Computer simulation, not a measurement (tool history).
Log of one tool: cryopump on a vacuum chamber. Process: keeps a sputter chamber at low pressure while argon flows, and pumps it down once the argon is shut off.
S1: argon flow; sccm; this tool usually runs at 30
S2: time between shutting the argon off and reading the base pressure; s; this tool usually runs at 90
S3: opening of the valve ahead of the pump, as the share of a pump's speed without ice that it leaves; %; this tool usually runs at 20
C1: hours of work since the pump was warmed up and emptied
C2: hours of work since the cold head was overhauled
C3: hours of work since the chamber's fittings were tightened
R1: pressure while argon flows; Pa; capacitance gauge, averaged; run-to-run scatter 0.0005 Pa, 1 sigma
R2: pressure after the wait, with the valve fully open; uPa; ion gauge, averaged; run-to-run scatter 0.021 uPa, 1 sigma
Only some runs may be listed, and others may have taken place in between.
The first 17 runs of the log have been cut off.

run,day,S1,S2,S3,C1,C2,C3,R1,R2
18,37.175,30,90,59,542,1171,2081,0.0385,1.5
19,39.158,33,159,32,574,1203,2113,0.0738,1.3
20,41.079,46,65,32,605,1234,2144,0.103,1.74
# day 42.867: pump warmed up, emptied and cooled again
21,42.925,34,280,51,1,1260,2170,0.0456,1.1
22,44.317,38,112,27,23,1282,2193,0.0958,1.31
23,47.192,38,112,27,70,1329,2239,0.0961,1.39
24,49.046,30,224,45,100,1359,2269,0.0462,1.2
25,50.788,30,224,45,128,1387,2297,0.0463,1.18
26,53.746,30,184,52,176,1435,2345,0.0396,1.32
27,55.408,49,255,25,202,1461,2372,0.1335,1.28
28,57.646,25,121,27,238,1497,2408,0.0644,1.42
29,59.558,18,62,17,269,1528,2439,0.0732,1.81
30,62.496,24,22,29,317,1576,2486,0.0578,2.79
31,64.829,30,90,43,354,1613,2524,0.049,1.6
32,66.771,20,24,16,386,1645,2555,0.0861,2.61
33,69.033,30,105,16,422,1681,2591,0.1291,1.67

4 options for the next run, each taken on its own from the tool as it stands now. Forecast them:
A,71.658,30,90,48,464,1723,2634,?,?
B,71.658,48,24,16,464,1723,2634,?,?
C,71.658,52,64,20,464,1723,2634,?,?
D,71.658,30,105,29,464,1723,2634,?,?

run,R1,R2
A,0.0449,1.72
B,0.2088,2.74
C,0.1806,1.87
D,0.0727,1.64
Without the tool's hidden state the same runs would have given:
run,R1,R2
A,0.042,0.52
B,0.2042,1.58
C,0.1757,0.68
D,0.0699,0.44

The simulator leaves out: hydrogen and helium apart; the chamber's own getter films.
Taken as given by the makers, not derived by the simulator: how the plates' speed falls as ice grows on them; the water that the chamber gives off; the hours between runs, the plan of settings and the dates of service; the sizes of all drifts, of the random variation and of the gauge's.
